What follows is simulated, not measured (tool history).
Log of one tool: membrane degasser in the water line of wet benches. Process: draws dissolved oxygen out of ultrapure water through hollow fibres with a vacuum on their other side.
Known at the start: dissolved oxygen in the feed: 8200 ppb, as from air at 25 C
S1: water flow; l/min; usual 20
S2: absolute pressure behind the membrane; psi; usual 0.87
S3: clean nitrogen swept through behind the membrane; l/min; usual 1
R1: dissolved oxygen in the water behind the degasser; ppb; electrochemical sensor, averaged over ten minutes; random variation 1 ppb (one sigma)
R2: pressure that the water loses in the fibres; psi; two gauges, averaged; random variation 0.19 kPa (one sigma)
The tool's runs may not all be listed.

{"run": 1, "hour": 0.0, "S1": 20, "S2": 0.87, "S3": 1, "R1": 131.9, "R2": 5.49}
{"run": 2, "hour": 52.9, "S1": 20, "S2": 0.87, "S3": 2.71, "R1": 56.2, "R2": 5.53}
{"run": 3, "hour": 94.1, "S1": 20, "S2": 0.87, "S3": 0.42, "R1": 263.5, "R2": 5.494}
{"run": 4, "hour": 146.5, "S1": 20, "S2": 0.87, "S3": 0.42, "R1": 263.4, "R2": 5.539}
{"run": 5, "hour": 198.2, "S1": 20, "S2": 1.601, "S3": 1, "R1": 349.1, "R2": 5.52}
{"run": 6, "hour": 231.9, "S1": 16, "S2": 0.87, "S3": 1, "R1": 104.9, "R2": 4.438}
{"run": 7, "hour": 273.5, "S1": 16, "S2": 0.87, "S3": 1, "R1": 105.8, "R2": 4.376}
{"run": 8, "hour": 305.4, "S1": 20, "S2": 0.87, "S3": 1, "R1": 134, "R2": 5.587}
{"run": 9, "hour": 336.8, "S1": 20, "S2": 0.87, "S3": 1, "R1": 130.6, "R2": 5.538}
{"run": 10, "hour": 384.8, "S1": 20, "S2": 0.87, "S3": 1, "R1": 131.1, "R2": 5.517}
{"run": 11, "hour": 417.6, "S1": 20, "S2": 0.87, "S3": 1, "R1": 131.1, "R2": 5.507}
{"run": 12, "hour": 467.5, "S1": 20, "S2": 0.87, "S3": 1, "R1": 131.8, "R2": 5.519}
{"run": 13, "hour": 490.6, "S1": 20, "S2": 0.87, "S3": 1, "R1": 130.9, "R2": 5.52}
{"run": 14, "hour": 543.7, "S1": 20, "S2": 0.87, "S3": 1, "R1": 132.7, "R2": 5.535}
{"run": 15, "hour": 594.6, "S1": 20, "S2": 0.87, "S3": 1, "R1": 133.2, "R2": 5.536}
{"run": 16, "hour": 638.5, "S1": 20, "S2": 0.87, "S3": 1, "R1": 133.7, "R2": 5.552}
{"run": 17, "hour": 661.5, "S1": 20, "S2": 0.87, "S3": 1, "R1": 129, "R2": 5.524}
{"run": 18, "hour": 686.8, "S1": 18, "S2": 1.553, "S3": 1, "R1": 303, "R2": 4.962}
{"run": 19, "hour": 728.5, "S1": 20, "S2": 0.94, "S3": 1, "R1": 150.3, "R2": 5.551}
{"run": 20, "hour": 752.5, "S1": 20, "S2": 1.996, "S3": 1, "R1": 462.8, "R2": 5.545}
{"run": 21, "hour": 775.4, "S1": 20, "S2": 1.173, "S3": 1, "R1": 217.7, "R2": 5.577}
{"run": 22, "hour": 824.2, "S1": 30, "S2": 0.969, "S3": 1, "R1": 238.2, "R2": 8.363}
{"run": 23, "hour": 853.6, "S1": 15, "S2": 1.485, "S3": 1.18, "R1": 206.7, "R2": 4.206}
{"run": 24, "hour": 907.2, "S1": 20, "S2": 1.313, "S3": 2.21, "R1": 130.3, "R2": 5.487}
{"run": 25, "hour": 929.4, "S1": 20, "S2": 1.313, "S3": 2.21, "R1": 131.8, "R2": 5.546}
{"run": 26, "hour": 982.3, "S1": 20, "S2": 1.313, "S3": 2.21, "R1": 131.1, "R2": 5.506}
{"run": 27, "hour": 1011.8, "S1": 20, "S2": 0.87, "S3": 0.86, "R1": 145.4, "R2": 5.577}
{"run": 28, "hour": 1064.0, "S1": 25, "S2": 0.798, "S3": 0.71, "R1": 179.3, "R2": 6.942}
{"run": 29, "hour": 1109.4, "S1": 25, "S2": 0.798, "S3": 0.71, "R1": 177.3, "R2": 6.931}
{"run": 30, "hour": 1153.3, "S1": 24, "S2": 0.592, "S3": 0.83, "R1": 67.8, "R2": 6.682}
{"run": 31, "hour": 1193.3, "S1": 24, "S2": 0.592, "S3": 0.83, "R1": 65.7, "R2": 6.698}

Taken out of this log: 2 entries between the listed runs. Where each belongs, and how the hidden state differs across it:
Between runs 12 and 13: vacuum gauge calibrated (hour 470.5)
  membrane still open, %: 98.8 -> 98.7; true pressure behind the membrane over the reading, kPa: 0.07 -> 0.1
  measured less the result without the state, R1: +3.8 -> +4.8 ppb; R2: +0.068 -> +0.068 psi
Between runs 16 and 17: vacuum gauge calibrated, once more (hour 652.6)
  true pressure behind the membrane over the reading, kPa: 0.1 -> 0.02
  measured less the result without the state, R1: +5.1 -> +1.8 ppb; R2: +0.075 -> +0.075 psi

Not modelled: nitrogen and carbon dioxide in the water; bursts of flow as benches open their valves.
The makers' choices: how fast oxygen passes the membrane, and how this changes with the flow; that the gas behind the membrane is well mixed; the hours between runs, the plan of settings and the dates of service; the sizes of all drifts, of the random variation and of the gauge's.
